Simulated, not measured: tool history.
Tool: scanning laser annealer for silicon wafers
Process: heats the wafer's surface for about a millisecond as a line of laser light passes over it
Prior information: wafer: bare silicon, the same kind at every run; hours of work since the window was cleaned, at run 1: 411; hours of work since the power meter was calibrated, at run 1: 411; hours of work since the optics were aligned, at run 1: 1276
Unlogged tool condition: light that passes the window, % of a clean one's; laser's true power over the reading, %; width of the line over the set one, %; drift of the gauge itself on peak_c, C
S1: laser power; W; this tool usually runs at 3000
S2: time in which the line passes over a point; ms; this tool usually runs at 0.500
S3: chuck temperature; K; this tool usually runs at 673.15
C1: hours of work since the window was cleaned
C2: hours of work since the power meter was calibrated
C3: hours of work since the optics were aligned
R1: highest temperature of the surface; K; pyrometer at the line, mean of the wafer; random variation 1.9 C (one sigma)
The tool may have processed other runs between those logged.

run 1 day=0.000 | S1=3000 S2=0.500 S3=673.15 | C1=411 C2=411 C3=1276 | R1=1366.15
run 2 day=3.962 | S1=3000 S2=0.500 S3=673.15 | C1=483 C2=483 C3=1347 | R1=1355.15
run 3 day=7.354 | S1=3235 S2=0.500 S3=673.15 | C1=545 C2=545 C3=1409 | R1=1419.15
run 4 day=11.112 | S1=3000 S2=0.529 S3=673.15 | C1=613 C2=613 C3=1477 | R1=1363.15
run 5 day=13.071 | S1=3000 S2=0.529 S3=673.15 | C1=648 C2=648 C3=1513 | R1=1363.15
-- day=14.654 window over the wafer cleaned
run 6 day=15.600 | S1=3000 S2=0.529 S3=673.15 | C1=17 C2=693 C3=1557 | R1=1327.15
run 7 day=17.788 | S1=3000 S2=0.529 S3=673.15 | C1=57 C2=732 C3=1597 | R1=1322.15
run 8 day=21.617 | S1=3000 S2=0.529 S3=673.15 | C1=126 C2=802 C3=1666 | R1=1313.15
-- day=22.167 optics aligned, line set to its width
run 9 day=24.346 | S1=3000 S2=0.529 S3=673.15 | C1=172 C2=847 C3=39 | R1=1323.15
-- day=24.854 window over the wafer cleaned, once more
run 10 day=26.254 | S1=3000 S2=0.500 S3=703.15 | C1=25 C2=880 C3=73 | R1=1427.15
run 11 day=28.733 | S1=3000 S2=0.500 S3=703.15 | C1=70 C2=925 C3=117 | R1=1424.15
run 12 day=32.679 | S1=3000 S2=0.500 S3=705.15 | C1=142 C2=997 C3=189 | R1=1420.15
run 13 day=35.929 | S1=3000 S2=0.500 S3=705.15 | C1=201 C2=1056 C3=248 | R1=1412.15
run 14 day=38.533 | S1=3000 S2=0.500 S3=673.15 | C1=248 C2=1103 C3=295 | R1=1380.15
run 15 day=41.517 | S1=3000 S2=0.500 S3=673.15 | C1=302 C2=1157 C3=349 | R1=1370.15
run 16 day=43.646 | S1=3000 S2=0.500 S3=673.15 | C1=341 C2=1196 C3=388 | R1=1369.15
run 17 day=47.412 | S1=3263 S2=0.500 S3=673.15 | C1=409 C2=1264 C3=456 | R1=1443.15
run 18 day=49.238 | S1=3263 S2=0.491 S3=673.15 | C1=442 C2=1297 C3=489 | R1=1430.15
run 19 day=51.021 | S1=3199 S2=0.415 S3=664.15 | C1=474 C2=1329 C3=521 | R1=1343.15
run 20 day=52.938 | S1=3199 S2=0.415 S3=664.15 | C1=509 C2=1364 C3=556 | R1=1340.15
run 21 day=54.846 | S1=2864 S2=0.449 S3=667.15 | C1=544 C2=1399 C3=591 | R1=1274.15
run 22 day=57.488 | S1=2864 S2=0.449 S3=667.15 | C1=592 C2=1447 C3=639 | R1=1269.15
run 23 day=59.333 | S1=3260 S2=0.368 S3=645.15 | C1=625 C2=1480 C3=672 | R1=1288.15
-- day=62.175 window over the wafer cleaned
run 24 day=62.238 | S1=2863 S2=0.376 S3=635.15 | C1=1 C2=1531 C3=723 | R1=1220.15
run 25 day=65.938 | S1=2989 S2=0.501 S3=673.15 | C1=68 C2=1598 C3=790 | R1=1378.15
run 26 day=67.683 | S1=2985 S2=0.501 S3=640.15 | C1=100 C2=1630 C3=822 | R1=1344.15
run 27 day=71.421 | S1=2985 S2=0.501 S3=640.15 | C1=168 C2=1698 C3=890 | R1=1338.15
run 28 day=75.225 | S1=2985 S2=0.501 S3=684.15 | C1=237 C2=1767 C3=959 | R1=1374.15
run 29 day=77.638 | S1=2954 S2=0.536 S3=680.15 | C1=280 C2=1810 C3=1002 | R1=1383.15
run 30 day=79.388 | S1=3000 S2=0.500 S3=694.15 | C1=312 C2=1842 C3=1034 | R1=1381.15
run 31 day=83.017 | S1=2800 S2=0.600 S3=644.15 | C1=378 C2=1908 C3=1100 | R1=1327.15
run 32 day=86.804 | S1=2800 S2=0.600 S3=660.15 | C1=446 C2=1976 C3=1169 | R1=1338.15
run 33 day=89.029 | S1=3000 S2=0.500 S3=662.15 | C1=487 C2=2017 C3=1209 | R1=1336.15
run 34 day=92.621 | S1=3000 S2=0.500 S3=662.15 | C1=552 C2=2082 C3=1274 | R1=1330.15
run 35 day=95.938 | S1=2723 S2=0.471 S3=647.15 | C1=612 C2=2142 C3=1334 | R1=1215.15
run 36 day=98.242 | S1=2858 S2=0.378 S3=647.15 | C1=654 C2=2184 C3=1376 | R1=1191.15

Each run again, without the hidden state but with its own random variation kept:
run=1 R1=1416.15
run=2 R1=1412.15
run=3 R1=1487.15
run=4 R1=1432.15
run=5 R1=1437.15
run=6 R1=1435.15
run=7 R1=1433.15
run=8 R1=1430.15
run=9 R1=1431.15
run=10 R1=1441.15
run=11 R1=1441.15
run=12 R1=1444.15
run=13 R1=1442.15
run=14 R1=1414.15
run=15 R1=1409.15
run=16 R1=1412.15
run=17 R1=1498.15
run=18 R1=1487.15
run=19 R1=1397.15
run=20 R1=1398.15
run=21 R1=1329.15
run=22 R1=1327.15
run=23 R1=1353.15
run=24 R1=1239.15
run=25 R1=1407.15
run=26 R1=1375.15
run=27 R1=1376.15
run=28 R1=1418.15
run=29 R1=1432.15
run=30 R1=1432.15
run=31 R1=1384.15
run=32 R1=1401.15
run=33 R1=1402.15
run=34 R1=1402.15
run=35 R1=1282.15
run=36 R1=1258.15
